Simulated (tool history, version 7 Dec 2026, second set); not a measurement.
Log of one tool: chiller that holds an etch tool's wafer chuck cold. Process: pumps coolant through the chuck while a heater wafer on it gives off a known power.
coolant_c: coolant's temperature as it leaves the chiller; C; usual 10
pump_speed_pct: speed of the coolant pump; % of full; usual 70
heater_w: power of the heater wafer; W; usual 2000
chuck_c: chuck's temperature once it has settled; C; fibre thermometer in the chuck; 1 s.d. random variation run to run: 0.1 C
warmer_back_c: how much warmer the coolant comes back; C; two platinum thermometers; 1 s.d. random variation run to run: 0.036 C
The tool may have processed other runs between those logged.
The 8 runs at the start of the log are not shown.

{"run": 9, "hour": 415.7, "coolant_c": 10, "pump_speed_pct": 68, "heater_w": 2000, "chuck_c": 28.7, "warmer_back_c": 7.23}
{"run": 10, "hour": 483.9, "coolant_c": 10, "pump_speed_pct": 68, "heater_w": 2000, "chuck_c": 28.8, "warmer_back_c": 7.26}
{"run": 11, "hour": 521.7, "coolant_c": 10, "pump_speed_pct": 70, "heater_w": 2000, "chuck_c": 28.4, "warmer_back_c": 7.02}
{"run": 12, "hour": 588.2, "coolant_c": 10, "pump_speed_pct": 70, "heater_w": 2000, "chuck_c": 28.4, "warmer_back_c": 7.03}
{"run": 13, "hour": 620.6, "coolant_c": 10, "pump_speed_pct": 70, "heater_w": 2000, "chuck_c": 28.3, "warmer_back_c": 7.0}
{"run": 14, "hour": 676.8, "coolant_c": 10, "pump_speed_pct": 70, "heater_w": 2000, "chuck_c": 28.5, "warmer_back_c": 7.03}
{"run": 15, "hour": 721.9, "coolant_c": 10, "pump_speed_pct": 70, "heater_w": 2000, "chuck_c": 28.5, "warmer_back_c": 7.07}
{"hour": 727.5, "done": "chiller's thermometer calibrated"}
{"run": 16, "hour": 757.2, "coolant_c": 10, "pump_speed_pct": 70, "heater_w": 2000, "chuck_c": 27.9, "warmer_back_c": 7.1}
{"run": 17, "hour": 794.8, "coolant_c": 10, "pump_speed_pct": 94, "heater_w": 1920, "chuck_c": 22.9, "warmer_back_c": 4.99}
{"run": 18, "hour": 864.5, "coolant_c": 1, "pump_speed_pct": 86, "heater_w": 2705, "chuck_c": 21.5, "warmer_back_c": 7.71}
{"run": 19, "hour": 913.4, "coolant_c": 1, "pump_speed_pct": 86, "heater_w": 2705, "chuck_c": 21.6, "warmer_back_c": 7.8}
{"run": 20, "hour": 961.9, "coolant_c": 1, "pump_speed_pct": 86, "heater_w": 2705, "chuck_c": 21.7, "warmer_back_c": 7.8}
{"run": 21, "hour": 1012.1, "coolant_c": 1, "pump_speed_pct": 86, "heater_w": 2705, "chuck_c": 21.5, "warmer_back_c": 7.79}
{"hour": 1059.0, "done": "chiller's thermometer calibrated, once more"}
{"run": 22, "hour": 1066.5, "coolant_c": 1, "pump_speed_pct": 86, "heater_w": 2705, "chuck_c": 23.2, "warmer_back_c": 7.83}
{"run": 23, "hour": 1094.9, "coolant_c": 1, "pump_speed_pct": 86, "heater_w": 2705, "chuck_c": 23.3, "warmer_back_c": 7.78}
{"run": 24, "hour": 1138.3, "coolant_c": 1, "pump_speed_pct": 86, "heater_w": 2705, "chuck_c": 23.2, "warmer_back_c": 7.85}
{"run": 25, "hour": 1168.5, "coolant_c": 9, "pump_speed_pct": 70, "heater_w": 2000, "chuck_c": 28.6, "warmer_back_c": 7.13}
{"run": 26, "hour": 1223.7, "coolant_c": 9, "pump_speed_pct": 69, "heater_w": 2515, "chuck_c": 34.2, "warmer_back_c": 9.07}
{"hour": 1256.2, "done": "coolant changed, channels flushed"}
{"run": 27, "hour": 1273.8, "coolant_c": 19, "pump_speed_pct": 69, "heater_w": 2515, "chuck_c": 41.5, "warmer_back_c": 9.11}
{"run": 28, "hour": 1343.4, "coolant_c": 18, "pump_speed_pct": 78, "heater_w": 1161, "chuck_c": 27.3, "warmer_back_c": 3.73}
{"run": 29, "hour": 1401.6, "coolant_c": 11, "pump_speed_pct": 70, "heater_w": 2000, "chuck_c": 28.8, "warmer_back_c": 7.19}
{"run": 30, "hour": 1450.8, "coolant_c": 11, "pump_speed_pct": 70, "heater_w": 2000, "chuck_c": 28.8, "warmer_back_c": 7.09}
{"run": 31, "hour": 1485.6, "coolant_c": 11, "pump_speed_pct": 70, "heater_w": 2000, "chuck_c": 28.7, "warmer_back_c": 7.21}

Alternative continuations, all from the tool just after run 31; predict every row:
{"run": "A", "hour": 1530.1, "coolant_c": 6, "pump_speed_pct": 81, "heater_w": 2000, "chuck_c": "?", "warmer_back_c": "?"}
{"run": "B", "hour": 1530.1, "coolant_c": 19, "pump_speed_pct": 70, "heater_w": 1890, "chuck_c": "?", "warmer_back_c": "?"}
{"run": "C", "hour": 1530.1, "coolant_c": 10, "pump_speed_pct": 76, "heater_w": 2000, "chuck_c": "?", "warmer_back_c": "?"}

run=A chuck_c=21.7 warmer_back_c=6.24
run=B chuck_c=36.1 warmer_back_c=6.82
run=C chuck_c=26.4 warmer_back_c=6.64
What these runs would have given with no unlogged condition in the tool:
run=A chuck_c=20.5 warmer_back_c=5.76
run=B chuck_c=34.8 warmer_back_c=6.29
run=C chuck_c=25.2 warmer_back_c=6.12
